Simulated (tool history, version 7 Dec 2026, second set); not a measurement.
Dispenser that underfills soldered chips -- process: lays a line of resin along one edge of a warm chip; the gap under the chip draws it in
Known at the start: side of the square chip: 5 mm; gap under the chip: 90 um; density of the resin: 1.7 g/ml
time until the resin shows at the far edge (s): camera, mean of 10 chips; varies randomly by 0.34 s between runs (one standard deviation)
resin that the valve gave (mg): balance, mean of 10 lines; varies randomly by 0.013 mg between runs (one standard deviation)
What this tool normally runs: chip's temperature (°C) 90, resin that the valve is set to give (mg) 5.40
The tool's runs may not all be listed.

run	hour	chip's temperature (°C)	resin that the valve is set to give (mg)	time until the resin shows at the far edge (s)	resin that the valve gave (mg)
1	0.0	90	5.40	17.4	5.27
# hour 3.2: new syringe of resin
2	4.1	90	5.40	15.0	5.30
3	7.1	90	5.40	16.9	5.28
# hour 10.6: new syringe of resin
4	11.9	96	5.40	11.4	5.27
5	15.4	96	5.40	13.8	5.26
# hour 18.2: new syringe of resin
6	20.3	96	5.40	11.7	5.26
7	22.6	91	5.40	17.5	5.25
# hour 25.9: new syringe of resin
8	26.4	91	5.40	13.5	5.25
9	31.5	91	5.40	17.7	5.25
# hour 33.7: dispensing valve cleaned and set on the balance
# hour 34.3: new syringe of resin
10	36.7	91	5.68	15.3	5.66
11	39.7	91	5.68	18.4	5.66
# hour 41.7: new syringe of resin
12	44.9	91	5.68	16.1	5.65
13	48.4	90	5.40	21.0	5.35
# hour 49.1: new syringe of resin
14	54.3	90	4.70	18.8	4.66
# hour 56.4: new syringe of resin
15	57.0	90	4.70	15.1	4.64
16	61.4	90	4.70	19.7	4.65
# hour 63.9: new syringe of resin
17	66.9	89	4.70	18.1	4.66
18	69.8	89	4.70	21.7	4.64
# hour 71.4: new syringe of resin
19	72.7	100	6.94	8.5	6.81
20	75.9	77	5.54	34.2	5.46
# hour 78.9: new syringe of resin
21	79.2	76	4.63	30.0	4.55
22	81.8	76	4.63	33.7	4.56
23	84.6	80	5.53	31.3	5.42
# hour 86.4: new syringe of resin
24	90.2	80	5.53	28.1	5.42
# hour 93.8: new syringe of resin
25	93.8	95	5.58	10.0	5.44
26	98.9	92	5.13	16.7	5.04
# hour 101.4: new syringe of resin
27	103.2	90	6.59	15.1	6.43
28	106.2	84	6.26	23.5	6.12
# hour 108.7: new syringe of resin
29	110.7	79	5.84	26.4	5.68
30	113.9	101	5.23	11.6	5.09
# hour 116.2: new syringe of resin
31	117.9	88	5.84	16.1	5.67
# hour 119.6: dispensing valve cleaned and set on the balance
# hour 124.6: new syringe of resin
32	125.0	101	5.67	8.2	5.68
33	128.7	101	5.67	9.7	5.64
# hour 132.1: new syringe of resin
34	133.9	75	6.91	32.0	6.90
35	137.1	94	5.97	14.7	5.93
# hour 139.9: new syringe of resin
36	141.6	94	5.97	12.2	5.92

Alternative continuations, all from the tool just after run 36; predict every row:
A	144.1	86	6.35	?	?
B	144.1	80	5.15	?	?
C	144.1	94	4.67	?	?

run	time until the resin shows at the far edge (s)	resin that the valve gave (mg)
A	20.5	6.29
B	28.5	5.09
C	14.6	4.63
With no hidden state in the tool, these same runs would have given:
run	time until the resin shows at the far edge (s)	resin that the valve gave (mg)
A	17.7	6.34
B	24.6	5.13
C	12.4	4.67
